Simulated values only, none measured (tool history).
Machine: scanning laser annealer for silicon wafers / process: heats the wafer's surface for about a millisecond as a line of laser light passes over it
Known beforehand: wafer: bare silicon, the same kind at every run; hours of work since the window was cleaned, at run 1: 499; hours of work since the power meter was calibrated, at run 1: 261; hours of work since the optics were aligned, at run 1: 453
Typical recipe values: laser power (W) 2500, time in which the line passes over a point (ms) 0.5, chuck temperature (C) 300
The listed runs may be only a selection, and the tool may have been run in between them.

run  hour  laser power (W)  time in which the line passes over a point (ms)  chuck temperature (C)  hours of work since the window was cleaned  hours of work since the power meter was calibrated  hours of work since the optics were aligned  highest temperature of the surface (C)
  1     0             2500                                              0.5                    300                                         499                                                 261                                          453                                    1026
  2  13.9             2500                                              0.5                    300                                         509                                                 271                                          464                                    1024
  3  21.5             2500                                              0.5                    300                                         515                                                 277                                          469                                    1022
  4  36.7             2500                                              0.5                    300                                         526                                                 288                                          480                                    1025
  5  43.3             2414                                              0.5                    300                                         531                                                 293                                          485                                     993
  6  53.7             2500                                              0.5                    297                                         539                                                 300                                          493                                    1018
  7  65.6             2500                                              0.5                    297                                         547                                                 309                                          502                                    1016
  8  74.5             2500                                              0.5                    297                                         554                                                 316                                          508                                    1015

Run 9, settings as shown, results not yet in. Your forecast:
  9  83.5             2500                                              0.5                    297                                         561                                                 323                                          515                                       ?

{"run 9": {"highest temperature of the surface (C)": 1017}}
With the hidden condition absent and the run-to-run variation left alone, this run would have shown highest temperature of the surface (C) 1052.
